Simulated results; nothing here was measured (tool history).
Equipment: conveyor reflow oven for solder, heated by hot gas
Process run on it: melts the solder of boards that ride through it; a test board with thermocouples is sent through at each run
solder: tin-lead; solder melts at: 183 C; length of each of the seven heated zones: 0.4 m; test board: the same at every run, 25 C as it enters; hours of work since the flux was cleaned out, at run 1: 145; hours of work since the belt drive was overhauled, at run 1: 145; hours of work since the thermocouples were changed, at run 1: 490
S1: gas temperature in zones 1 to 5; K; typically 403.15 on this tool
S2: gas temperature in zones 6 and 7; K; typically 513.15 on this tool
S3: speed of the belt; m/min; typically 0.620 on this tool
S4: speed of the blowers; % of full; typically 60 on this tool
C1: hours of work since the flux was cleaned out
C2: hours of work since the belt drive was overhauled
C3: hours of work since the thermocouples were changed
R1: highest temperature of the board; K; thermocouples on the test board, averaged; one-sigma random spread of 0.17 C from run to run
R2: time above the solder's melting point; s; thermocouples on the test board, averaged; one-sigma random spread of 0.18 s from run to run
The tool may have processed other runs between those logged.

run 1 day=0.000 | S1=403.15 S2=513.15 S3=0.620 S4=60 | C1=145 C2=145 C3=490 | R1=483.45 R2=46.7
run 2 day=1.954 | S1=403.15 S2=513.15 S3=0.620 S4=60 | C1=174 C2=174 C3=519 | R1=483.35 R2=47.1
-- day=3.125 flux residue cleaned out of gas plates and filters
run 3 day=4.562 | S1=403.15 S2=513.15 S3=0.620 S4=60 | C1=21 C2=210 C3=555 | R1=483.55 R2=46.5
run 4 day=5.712 | S1=403.15 S2=513.15 S3=0.620 S4=60 | C1=39 C2=227 C3=572 | R1=483.55 R2=47.1
run 5 day=7.058 | S1=403.15 S2=513.15 S3=0.620 S4=56 | C1=58 C2=247 C3=592 | R1=482.15 R2=45.1
run 6 day=9.462 | S1=403.15 S2=513.15 S3=0.620 S4=56 | C1=94 C2=283 C3=628 | R1=481.85 R2=45.1
run 7 day=11.017 | S1=403.15 S2=513.15 S3=0.620 S4=56 | C1=117 C2=306 C3=651 | R1=482.05 R2=45.1
run 8 day=12.862 | S1=396.15 S2=513.15 S3=0.620 S4=60 | C1=145 C2=333 C3=678 | R1=481.35 R2=42.8
run 9 day=14.967 | S1=396.15 S2=513.15 S3=0.620 S4=60 | C1=176 C2=365 C3=710 | R1=481.75 R2=42.7
-- day=15.996 flux residue cleaned out of gas plates and filters
run 10 day=17.129 | S1=403.15 S2=513.15 S3=0.620 S4=60 | C1=17 C2=394 C3=739 | R1=483.75 R2=46.8
run 11 day=18.596 | S1=403.15 S2=513.15 S3=0.620 S4=60 | C1=39 C2=416 C3=760 | R1=483.35 R2=47.0
run 12 day=20.004 | S1=403.15 S2=513.15 S3=0.703 S4=60 | C1=60 C2=437 C3=781 | R1=477.75 R2=34.8
run 13 day=21.700 | S1=403.15 S2=513.15 S3=0.703 S4=60 | C1=85 C2=462 C3=807 | R1=477.55 R2=34.7
run 14 day=24.204 | S1=403.15 S2=513.15 S3=0.703 S4=60 | C1=122 C2=499 C3=844 | R1=477.65 R2=34.3
run 15 day=26.133 | S1=401.15 S2=513.15 S3=0.620 S4=60 | C1=151 C2=528 C3=872 | R1=482.75 R2=45.3
run 16 day=28.217 | S1=400.15 S2=513.15 S3=0.620 S4=63 | C1=182 C2=559 C3=903 | R1=482.95 R2=46.1
-- day=28.929 flux residue cleaned out of gas plates and filters
run 17 day=30.588 | S1=389.15 S2=522.15 S3=0.514 S4=84 | C1=25 C2=591 C3=936 | R1=502.15 R2=71.4
run 18 day=31.662 | S1=410.15 S2=517.15 S3=0.514 S4=84 | C1=41 C2=607 C3=952 | R1=500.85 R2=77.7
run 19 day=33.246 | S1=410.15 S2=504.15 S3=0.731 S4=57 | C1=64 C2=630 C3=975 | R1=470.45 R2=26.0
run 20 day=34.279 | S1=410.15 S2=504.15 S3=0.731 S4=57 | C1=80 C2=646 C3=990 | R1=470.55 R2=26.5
run 21 day=36.417 | S1=396.15 S2=505.15 S3=0.577 S4=60 | C1=111 C2=677 C3=1022 | R1=478.65 R2=43.3
run 22 day=38.367 | S1=396.15 S2=505.15 S3=0.577 S4=60 | C1=140 C2=706 C3=1051 | R1=478.35 R2=43.1
run 23 day=40.375 | S1=392.15 S2=513.15 S3=0.684 S4=60 | C1=170 C2=736 C3=1081 | R1=475.55 R2=30.9
run 24 day=41.442 | S1=396.15 S2=520.15 S3=0.563 S4=73 | C1=186 C2=752 C3=1097 | R1=495.05 R2=61.5
-- day=41.833 flux residue cleaned out of gas plates and filters
run 25 day=42.888 | S1=407.15 S2=513.15 S3=0.620 S4=72 | C1=16 C2=771 C3=1115 | R1=487.35 R2=52.6
run 26 day=45.046 | S1=407.15 S2=513.15 S3=0.620 S4=72 | C1=48 C2=803 C3=1147 | R1=486.95 R2=52.8
run 27 day=46.117 | S1=403.15 S2=511.15 S3=0.675 S4=60 | C1=64 C2=819 C3=1163 | R1=477.85 R2=36.8
run 28 day=48.017 | S1=403.15 S2=511.15 S3=0.675 S4=60 | C1=92 C2=847 C3=1192 | R1=477.65 R2=36.8
run 29 day=49.200 | S1=403.15 S2=516.15 S3=0.522 S4=60 | C1=110 C2=864 C3=1209 | R1=493.15 R2=66.9
-- day=49.621 thermocouples of zones 6 and 7 changed
run 30 day=50.650 | S1=403.15 S2=516.15 S3=0.522 S4=55 | C1=130 C2=885 C3=15 | R1=491.75 R2=65.8

What if the next run were any one of these 3? Each begins from the tool's condition after run 30:
run A day=52.700 | S1=412.15 S2=513.15 S3=0.620 S4=70 | C1=160 C2=915 C3=46 | R1=? R2=?
run B day=52.700 | S1=403.15 S2=513.15 S3=0.678 S4=60 | C1=160 C2=915 C3=46 | R1=? R2=?
run C day=52.700 | S1=403.15 S2=506.15 S3=0.601 S4=82 | C1=160 C2=915 C3=46 | R1=? R2=?

run=A R1=488.55 R2=55.1
run=B R1=479.35 R2=38.4
run=C R1=484.45 R2=50.6
What these runs would have given with no unlogged condition in the tool:
run=A R1=488.65 R2=55.1
run=B R1=479.45 R2=38.5
run=C R1=484.45 R2=50.7
